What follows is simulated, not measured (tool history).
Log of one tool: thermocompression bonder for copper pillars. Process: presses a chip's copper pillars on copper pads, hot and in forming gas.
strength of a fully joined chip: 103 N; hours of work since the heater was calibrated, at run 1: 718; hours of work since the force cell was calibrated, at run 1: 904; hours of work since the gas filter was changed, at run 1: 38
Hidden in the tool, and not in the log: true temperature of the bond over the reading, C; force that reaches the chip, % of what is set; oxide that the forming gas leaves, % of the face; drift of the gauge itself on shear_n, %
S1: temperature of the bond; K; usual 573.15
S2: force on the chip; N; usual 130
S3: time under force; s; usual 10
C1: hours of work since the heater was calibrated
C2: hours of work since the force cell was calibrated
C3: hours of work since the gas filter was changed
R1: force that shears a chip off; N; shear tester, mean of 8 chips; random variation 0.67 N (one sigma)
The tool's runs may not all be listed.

run,hour,S1,S2,S3,C1,C2,C3,R1
1,0,573.15,130,10,718,904,38,66.1
2,59.2,573.15,130,10,761,946,80,64.3
3,101.5,573.15,130,10,791,977,111,63.4
4,135.4,573.15,130,10,815,1001,135,64.4
# hour 175.1: forming gas filter changed
5,175.1,573.15,130,10,844,1029,0,65.9
6,238.2,573.15,130,10,889,1074,45,64.9
7,290.5,573.15,109,10,926,1112,83,56.1
# hour 297.8: force cell calibrated
8,337.3,603.15,163,13,959,28,115,90.2
9,385.9,603.15,163,13,994,63,150,88.3
# hour 404.1: forming gas filter changed
10,441.9,573.15,124,9,1033,103,27,60.2
11,502.5,545.15,146,22,1077,146,71,71.5
12,533.8,576.15,170,7,1099,169,93,73.1
13,607.3,576.15,140,12,1152,221,146,71.1

Forecast each of these 5 alternatives for the next run:
# hour 634.4: forming gas filter changed
A,678.4,573.15,120,28,1203,272,32,?
# hour 634.4: forming gas filter changed
B,678.4,599.15,142,6,1203,272,32,?
# hour 634.4: forming gas filter changed
C,678.4,576.15,155,6,1203,272,32,?
# hour 634.4: forming gas filter changed
D,678.4,576.15,113,7,1203,272,32,?
# hour 634.4: forming gas filter changed
E,678.4,584.15,130,16,1203,272,32,?

run,R1
A,79.3
B,73.2
C,67.1
D,52.8
E,79.5
Without the tool's hidden state the same runs would have given:
run,R1
A,81.6
B,75.2
C,69.5
D,54.9
E,81.7
